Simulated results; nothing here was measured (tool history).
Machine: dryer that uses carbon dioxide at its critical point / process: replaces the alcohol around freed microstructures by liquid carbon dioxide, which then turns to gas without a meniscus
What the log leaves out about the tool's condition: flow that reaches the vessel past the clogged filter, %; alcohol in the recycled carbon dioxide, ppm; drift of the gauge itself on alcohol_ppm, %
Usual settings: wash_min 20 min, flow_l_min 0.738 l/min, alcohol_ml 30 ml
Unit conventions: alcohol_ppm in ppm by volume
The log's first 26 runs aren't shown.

run	hour	wash_min	flow_l_min	alcohol_ml	hours of work since the filter was changed	hours of work since the purifier's bed was changed	alcohol_ppm
27	274.8	17	0.684	42	197	387	625
28	281.5	14	0.450	98	202	392	7711
# hour 285.6: inlet filter changed
29	292.2	20	1.250	33	5	399	21
30	302.7	23	1.008	30	13	407	26
31	309.5	20	0.998	33	18	412	34
32	324.6	20	0.998	33	29	423	44
33	337.3	29	0.810	105	38	432	41
34	350.6	32	0.738	30	48	442	31
35	358.3	17	1.210	30	54	448	40
36	367.7	28	0.541	50	61	455	164
37	379.5	25	0.738	43	70	463	66
38	392.2	25	0.738	43	79	473	63
39	402.4	13	1.158	28	87	480	95
40	412.3	22	0.573	49	94	488	396
41	419.4	12	0.508	24	99	493	1624
42	434.0	25	1.214	22	110	504	32
43	440.4	25	1.214	45	115	509	32
44	454.1	26	0.682	40	125	519	85
45	466.4	19	0.479	61	134	528	1725
46	478.4	31	1.173	61	143	537	27
47	488.0	31	1.173	61	150	544	28
48	494.4	17	0.730	59	155	549	589

What if the next run were any one of these 3? Each begins from the tool's condition after run 48:
A	505.4	17	0.704	59	163	557	?
B	505.4	13	0.738	30	163	557	?
C	505.4	24	0.698	47	163	557	?

run	alcohol_ppm
A	705
B	720
C	154
With the hidden condition removed and each run's random variation left untouched, the same runs would have given:
run	alcohol_ppm
A	358
B	411
C	54
